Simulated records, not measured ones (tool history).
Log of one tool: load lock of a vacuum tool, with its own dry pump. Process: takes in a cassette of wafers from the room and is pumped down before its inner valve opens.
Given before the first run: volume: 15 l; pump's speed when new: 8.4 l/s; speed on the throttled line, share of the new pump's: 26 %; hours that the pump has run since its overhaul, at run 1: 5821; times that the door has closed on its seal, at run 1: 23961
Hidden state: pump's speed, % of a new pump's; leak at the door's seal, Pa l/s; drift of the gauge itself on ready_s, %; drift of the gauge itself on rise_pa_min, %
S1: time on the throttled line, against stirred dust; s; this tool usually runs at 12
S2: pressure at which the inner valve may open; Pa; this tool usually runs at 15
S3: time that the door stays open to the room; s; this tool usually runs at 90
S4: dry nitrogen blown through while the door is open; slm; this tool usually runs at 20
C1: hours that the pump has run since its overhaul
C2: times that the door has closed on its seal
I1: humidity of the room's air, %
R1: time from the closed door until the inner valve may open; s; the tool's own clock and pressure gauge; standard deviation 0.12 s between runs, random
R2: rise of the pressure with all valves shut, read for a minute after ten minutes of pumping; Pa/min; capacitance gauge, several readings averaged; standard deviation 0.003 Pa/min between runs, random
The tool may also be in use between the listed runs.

run 1 day=0.000 | S1=12 S2=15 S3=90 S4=20 | C1=5821 C2=23961 | I1=43.1 | R1=25.6 R2=0.098
run 2 day=7.008 | S1=12 S2=15 S3=90 S4=20 | C1=5989 C2=24556 | I1=45.7 | R1=25.8 R2=0.106
run 3 day=15.621 | S1=12 S2=11 S3=90 S4=20 | C1=6196 C2=25287 | I1=45.8 | R1=26.1 R2=0.107
run 4 day=25.275 | S1=12 S2=15 S3=90 S4=9 | C1=6428 C2=26107 | I1=46.7 | R1=25.9 R2=0.138
run 5 day=37.542 | S1=12 S2=15 S3=86 S4=20 | C1=6722 C2=27148 | I1=43.8 | R1=25.8 R2=0.114
run 6 day=52.071 | S1=12 S2=15 S3=90 S4=20 | C1=7071 C2=28382 | I1=47.1 | R1=26.2 R2=0.117
run 7 day=66.358 | S1=23 S2=15 S3=90 S4=20 | C1=7414 C2=29595 | I1=45.5 | R1=33.9 R2=0.125
run 8 day=74.904 | S1=23 S2=15 S3=90 S4=20 | C1=7619 C2=30320 | I1=47.0 | R1=33.9 R2=0.128
run 9 day=81.721 | S1=23 S2=15 S3=90 S4=20 | C1=7782 C2=30899 | I1=44.4 | R1=33.8 R2=0.136
run 10 day=91.242 | S1=23 S2=15 S3=90 S4=20 | C1=8011 C2=31707 | I1=48.4 | R1=33.9 R2=0.138
run 11 day=98.429 | S1=23 S2=15 S3=90 S4=20 | C1=8183 C2=32318 | I1=45.7 | R1=34.1 R2=0.138
run 12 day=112.329 | S1=12 S2=15 S3=90 S4=20 | C1=8517 C2=33498 | I1=42.7 | R1=26.6 R2=0.138
run 13 day=124.546 | S1=12 S2=15 S3=109 S4=20 | C1=8810 C2=34535 | I1=44.2 | R1=26.3 R2=0.148
run 14 day=136.338 | S1=12 S2=15 S3=90 S4=20 | C1=9093 C2=35536 | I1=43.9 | R1=26.5 R2=0.153
run 15 day=145.229 | S1=12 S2=15 S3=90 S4=20 | C1=9307 C2=36291 | I1=47.0 | R1=26.3 R2=0.148
run 16 day=154.096 | S1=12 S2=15 S3=90 S4=20 | C1=9519 C2=37044 | I1=46.9 | R1=26.5 R2=0.157
run 17 day=166.079 | S1=12 S2=27 S3=90 S4=20 | C1=9807 C2=38062 | I1=46.7 | R1=25.1 R2=0.161
run 18 day=175.546 | S1=12 S2=15 S3=90 S4=20 | C1=10034 C2=38865 | I1=46.8 | R1=26.6 R2=0.161
run 19 day=188.450 | S1=12 S2=15 S3=90 S4=20 | C1=10344 C2=39961 | I1=45.3 | R1=26.6 R2=0.173
run 20 day=202.371 | S1=15 S2=13 S3=90 S4=8 | C1=10678 C2=41143 | I1=47.2 | R1=29.0 R2=0.202
run 21 day=215.321 | S1=15 S2=13 S3=90 S4=8 | C1=10989 C2=42242 | I1=43.9 | R1=29.1 R2=0.201
run 22 day=226.104 | S1=12 S2=15 S3=77 S4=20 | C1=11248 C2=43158 | I1=47.4 | R1=26.8 R2=0.190
run 23 day=232.808 | S1=13 S2=20 S3=103 S4=7 | C1=11408 C2=43727 | I1=44.7 | R1=26.8 R2=0.217
run 24 day=240.167 | S1=10 S2=20 S3=103 S4=7 | C1=11585 C2=44352 | I1=44.6 | R1=24.9 R2=0.225
run 25 day=247.254 | S1=10 S2=20 S3=103 S4=7 | C1=11755 C2=44954 | I1=46.4 | R1=24.9 R2=0.230
run 26 day=258.854 | S1=10 S2=10 S3=103 S4=7 | C1=12034 C2=45939 | I1=46.4 | R1=26.5 R2=0.235
run 27 day=268.096 | S1=8 S2=19 S3=90 S4=7 | C1=12255 C2=46723 | I1=42.1 | R1=23.8 R2=0.223
run 28 day=277.442 | S1=8 S2=19 S3=90 S4=7 | C1=12480 C2=47517 | I1=47.5 | R1=23.9 R2=0.236
run 29 day=287.479 | S1=8 S2=15 S3=90 S4=20 | C1=12721 C2=48369 | I1=43.2 | R1=24.5 R2=0.206
run 30 day=299.438 | S1=8 S2=27 S3=117 S4=18 | C1=13008 C2=49384 | I1=48.0 | R1=23.1 R2=0.239
run 31 day=309.371 | S1=12 S2=23 S3=120 S4=20 | C1=13246 C2=50228 | I1=43.6 | R1=26.5 R2=0.231
run 32 day=323.583 | S1=12 S2=22 S3=48 S4=20 | C1=13587 C2=51435 | I1=47.8 | R1=26.3 R2=0.217
run 33 day=329.596 | S1=15 S2=23 S3=139 S4=16 | C1=13731 C2=51945 | I1=44.0 | R1=28.4 R2=0.249
run 34 day=343.638 | S1=15 S2=14 S3=139 S4=16 | C1=14068 C2=53137 | I1=49.0 | R1=30.0 R2=0.264
-- day=348.500 dry pump taken out, an overhauled one fitted
run 35 day=354.288 | S1=11 S2=11 S3=37 S4=29 | C1=139 C2=54020 | I1=43.8 | R1=24.2 R2=0.223
run 36 day=368.725 | S1=11 S2=11 S3=37 S4=29 | C1=485 C2=55246 | I1=44.3 | R1=24.6 R2=0.234

Hidden state or all else? Some run-to-run changes of R1, split into what the settings, what came in and random variation would give without the hidden state, and what is left for the hidden state (with any gauge scatter that isn't in both results):
Run 6 -> 7: S1 12 -> 23. R1 +7.7 s: hidden state -0.3, all else +8.0.
Run 11 -> 12: S1 23 -> 12. R1 -7.5 s: hidden state +0.5, all else -8.0.
Run 34 -> 35: S1 15 -> 11, S2 14 -> 11, S3 139 -> 37, S4 16 -> 29, dry pump taken out, an overhauled one fitted. R1 -5.8 s: hidden state -2.7, all else -3.1.

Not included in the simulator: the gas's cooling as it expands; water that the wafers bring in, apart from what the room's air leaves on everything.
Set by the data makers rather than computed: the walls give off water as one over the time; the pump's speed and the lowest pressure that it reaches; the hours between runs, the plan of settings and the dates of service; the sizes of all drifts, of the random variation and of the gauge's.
